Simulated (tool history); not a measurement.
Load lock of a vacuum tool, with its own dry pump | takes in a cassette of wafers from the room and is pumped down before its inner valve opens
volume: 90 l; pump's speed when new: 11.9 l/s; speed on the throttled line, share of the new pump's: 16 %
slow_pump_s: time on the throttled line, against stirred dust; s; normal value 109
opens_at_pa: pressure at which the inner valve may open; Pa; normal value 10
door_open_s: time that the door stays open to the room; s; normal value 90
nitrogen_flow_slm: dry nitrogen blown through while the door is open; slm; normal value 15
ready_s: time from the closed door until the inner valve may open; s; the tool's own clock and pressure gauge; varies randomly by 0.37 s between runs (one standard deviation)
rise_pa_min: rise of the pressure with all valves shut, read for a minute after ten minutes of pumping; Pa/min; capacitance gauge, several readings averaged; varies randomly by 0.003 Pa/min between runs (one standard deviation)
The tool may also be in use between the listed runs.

run	hour	slow_pump_s	opens_at_pa	door_open_s	nitrogen_flow_slm	incoming humidity of the room's air, %	ready_s	rise_pa_min
1	0.0	109	10	90	15	46.1	169.7	0.062
2	189.5	146	10	90	15	45.3	200.6	0.059
3	403.5	109	15	90	15	46.0	165.7	0.064
4	809.3	109	15	90	15	45.2	166.8	0.057
5	1153.3	109	10	90	15	45.4	171.3	0.056
6	1380.0	109	10	90	15	46.5	169.9	0.056
7	1686.5	102	8	72	4	47.1	167.0	0.074
8	1898.0	67	14	192	7	43.0	133.8	0.114
9	2075.2	128	8	54	22	42.3	188.8	0.035
# hour 2139.0: dry pump taken out, an overhauled one fitted
10	2323.9	128	8	149	13	45.6	179.8	0.085

Predict each of these 4 candidate next runs independently; none follows another, all start after run 10:
A	2568.7	142	18	90	15	44.7	?	?
B	2568.7	77	10	41	24	43.8	?	?
C	2568.7	109	10	90	4	46.9	?	?
D	2568.7	138	10	152	38	49.5	?	?

run	ready_s	rise_pa_min
A	183.9	0.059
B	135.0	0.032
C	161.6	0.089
D	186.5	0.061
What these runs would have given with no unlogged condition in the tool:
run	ready_s	rise_pa_min
A	183.6	0.052
B	134.6	0.025
C	161.1	0.081
D	186.2	0.054
